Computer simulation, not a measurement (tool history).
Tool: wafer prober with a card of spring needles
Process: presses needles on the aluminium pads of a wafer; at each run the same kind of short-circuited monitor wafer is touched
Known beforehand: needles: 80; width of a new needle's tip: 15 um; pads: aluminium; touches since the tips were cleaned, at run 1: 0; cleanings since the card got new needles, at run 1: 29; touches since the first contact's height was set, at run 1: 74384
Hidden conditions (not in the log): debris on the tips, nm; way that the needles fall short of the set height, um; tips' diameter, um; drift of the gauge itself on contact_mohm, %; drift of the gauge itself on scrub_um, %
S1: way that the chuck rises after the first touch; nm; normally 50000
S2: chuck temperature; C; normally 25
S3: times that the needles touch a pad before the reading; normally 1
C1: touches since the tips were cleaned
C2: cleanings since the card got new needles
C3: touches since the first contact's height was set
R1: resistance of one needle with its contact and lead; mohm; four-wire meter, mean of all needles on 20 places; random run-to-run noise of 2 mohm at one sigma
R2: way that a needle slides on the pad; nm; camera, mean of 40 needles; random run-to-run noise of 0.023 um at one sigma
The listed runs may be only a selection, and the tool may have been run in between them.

run 1 hour=0.0 | S1=50000 S2=25 S3=1 | C1=0 C2=29 C3=74384 | R1=215 R2=9780
-- hour=35.4 tips cleaned on abrasive film
run 2 hour=49.8 | S1=50000 S2=25 S3=1 | C1=2656 C2=30 C3=83576 | R1=246 R2=9750
-- hour=75.6 tips cleaned on abrasive film
run 3 hour=96.3 | S1=50000 S2=25 S3=1 | C1=3834 C2=31 C3=92168 | R1=260 R2=9760
-- hour=112.1 tips cleaned on abrasive film
-- hour=147.0 tips cleaned on abrasive film
run 4 hour=178.4 | S1=50000 S2=25 S3=1 | C1=5814 C2=33 C3=107332 | R1=268 R2=9710
-- hour=184.2 tips cleaned on abrasive film
-- hour=219.6 tips cleaned on abrasive film
run 5 hour=225.3 | S1=50000 S2=25 S3=1 | C1=1067 C2=35 C3=115977 | R1=234 R2=9670
-- hour=257.1 tips cleaned on abrasive film
run 6 hour=262.6 | S1=50000 S2=45 S3=1 | C1=1004 C2=36 C3=122850 | R1=241 R2=9670
-- hour=295.0 tips cleaned on abrasive film
run 7 hour=308.2 | S1=50000 S2=45 S3=1 | C1=2431 C2=37 C3=131275 | R1=252 R2=9600
-- hour=331.2 tips cleaned on abrasive film
-- hour=366.0 tips cleaned on abrasive film
run 8 hour=390.0 | S1=50000 S2=25 S3=1 | C1=4443 C2=39 C3=146379 | R1=267 R2=9550
-- hour=401.5 tips cleaned on abrasive film
-- hour=417.1 height of the first contact set anew
-- hour=439.3 tips cleaned on abrasive film
run 9 hour=465.7 | S1=50000 S2=25 S3=2 | C1=4903 C2=41 C3=8992 | R1=243 R2=9990
-- hour=474.0 tips cleaned on abrasive film
run 10 hour=501.7 | S1=50000 S2=30 S3=2 | C1=5134 C2=42 C3=15635 | R1=246 R2=9950
-- hour=515.7 tips cleaned on abrasive film
-- hour=557.2 tips cleaned on abrasive film
run 11 hour=587.8 | S1=50000 S2=25 S3=1 | C1=5656 C2=44 C3=31522 | R1=270 R2=9940
-- hour=595.1 tips cleaned on abrasive film
run 12 hour=629.4 | S1=43000 S2=25 S3=1 | C1=6348 C2=45 C3=39204 | R1=294 R2=8510
-- hour=636.6 tips cleaned on abrasive film
-- hour=673.5 tips cleaned on abrasive film
run 13 hour=697.4 | S1=50000 S2=25 S3=1 | C1=4420 C2=47 C3=51757 | R1=267 R2=9850
-- hour=712.4 tips cleaned on abrasive film
-- hour=748.7 tips cleaned on abrasive film
run 14 hour=782.4 | S1=50000 S2=25 S3=1 | C1=6226 C2=49 C3=67448 | R1=274 R2=9830
-- hour=789.7 tips cleaned on abrasive film
run 15 hour=821.9 | S1=50000 S2=25 S3=1 | C1=5948 C2=50 C3=74734 | R1=276 R2=9850
-- hour=828.1 tips cleaned on abrasive film
-- hour=866.0 tips cleaned on abrasive film
run 16 hour=889.5 | S1=50000 S2=25 S3=1 | C1=4348 C2=52 C3=87211 | R1=268 R2=9760
-- hour=905.5 tips cleaned on abrasive film
run 17 hour=938.2 | S1=50000 S2=25 S3=1 | C1=6055 C2=53 C3=96212 | R1=278 R2=9780
-- hour=944.9 tips cleaned on abrasive film
-- hour=983.8 tips cleaned on abrasive film
run 18 hour=1008.3 | S1=50000 S2=25 S3=1 | C1=4529 C2=55 C3=109147 | R1=266 R2=9710
-- hour=1020.8 tips cleaned on abrasive film
run 19 hour=1046.6 | S1=47000 S2=34 S3=2 | C1=4779 C2=56 C3=116222 | R1=254 R2=9090
-- hour=1057.2 tips cleaned on abrasive film
run 20 hour=1083.5 | S1=37000 S2=25 S3=1 | C1=4871 C2=57 C3=123029 | R1=331 R2=7070
-- hour=1093.3 tips cleaned on abrasive film
-- hour=1132.6 tips cleaned on abrasive film
run 21 hour=1132.6 | S1=47000 S2=32 S3=2 | C1=0 C2=59 C3=132078 | R1=219 R2=9000
-- hour=1170.7 tips cleaned on abrasive film
run 22 hour=1170.8 | S1=47000 S2=32 S3=2 | C1=16 C2=60 C3=139136 | R1=216 R2=8970
-- hour=1207.2 tips cleaned on abrasive film
run 23 hour=1213.5 | S1=57000 S2=55 S3=2 | C1=1165 C2=61 C3=147018 | R1=231 R2=11010
-- hour=1238.0 height of the first contact set anew
-- hour=1246.1 tips cleaned on abrasive film
run 24 hour=1275.7 | S1=57000 S2=55 S3=2 | C1=5474 C2=62 C3=6955 | R1=248 R2=11340
-- hour=1283.7 tips cleaned on abrasive film
-- hour=1321.4 tips cleaned on abrasive film
run 25 hour=1335.6 | S1=50000 S2=108 S3=2 | C1=2629 C2=64 C3=18006 | R1=251 R2=9980
-- hour=1357.9 tips cleaned on abrasive film
-- hour=1397.3 tips cleaned on abrasive film
run 26 hour=1407.9 | S1=31000 S2=92 S3=1 | C1=1958 C2=66 C3=31355 | R1=327 R2=6120
-- hour=1433.7 tips cleaned on abrasive film
run 27 hour=1445.8 | S1=46000 S2=96 S3=2 | C1=2237 C2=67 C3=38351 | R1=253 R2=9090
-- hour=1472.1 tips cleaned on abrasive film
-- hour=1510.5 tips cleaned on abrasive film
run 28 hour=1531.2 | S1=55000 S2=25 S3=1 | C1=3829 C2=69 C3=54108 | R1=254 R2=10870
-- hour=1548.9 tips cleaned on abrasive film
-- hour=1584.8 tips cleaned on abrasive film
-- hour=1619.8 tips cleaned on abrasive film
run 29 hour=1619.8 | S1=55000 S2=33 S3=2 | C1=0 C2=72 C3=70452 | R1=218 R2=10780
-- hour=1659.2 tips cleaned on abrasive film
run 30 hour=1693.0 | S1=61000 S2=25 S3=1 | C1=6254 C2=73 C3=83993 | R1=259 R2=11940
-- hour=1699.2 tips cleaned on abrasive film
-- hour=1739.2 tips cleaned on abrasive film
-- hour=1774.5 tips cleaned on abrasive film
run 31 hour=1775.9 | S1=69000 S2=41 S3=2 | C1=271 C2=76 C3=99282 | R1=215 R2=13530

Some steps in R1 between neighbouring runs. How much of each would the tool show without its hidden state too (settings, what came in, random variation), and how much is left for the hidden state, with any gauge scatter that isn't in both results?
Run 19 -> 20: S1 47000 -> 37000, S2 34 -> 25, S3 2 -> 1, tips cleaned on abrasive film. R1 +77 mohm: hidden state +71, all else +6.
Run 20 -> 21: S1 37000 -> 47000, S2 25 -> 32, S3 1 -> 2, tips cleaned on abrasive film, tips cleaned on abrasive film. R1 -112 mohm: hidden state -107, all else -5.
Run 25 -> 26: S1 50000 -> 31000, S2 108 -> 92, S3 2 -> 1, tips cleaned on abrasive film, tips cleaned on abrasive film. R1 +76 mohm: hidden state +66, all else +10.
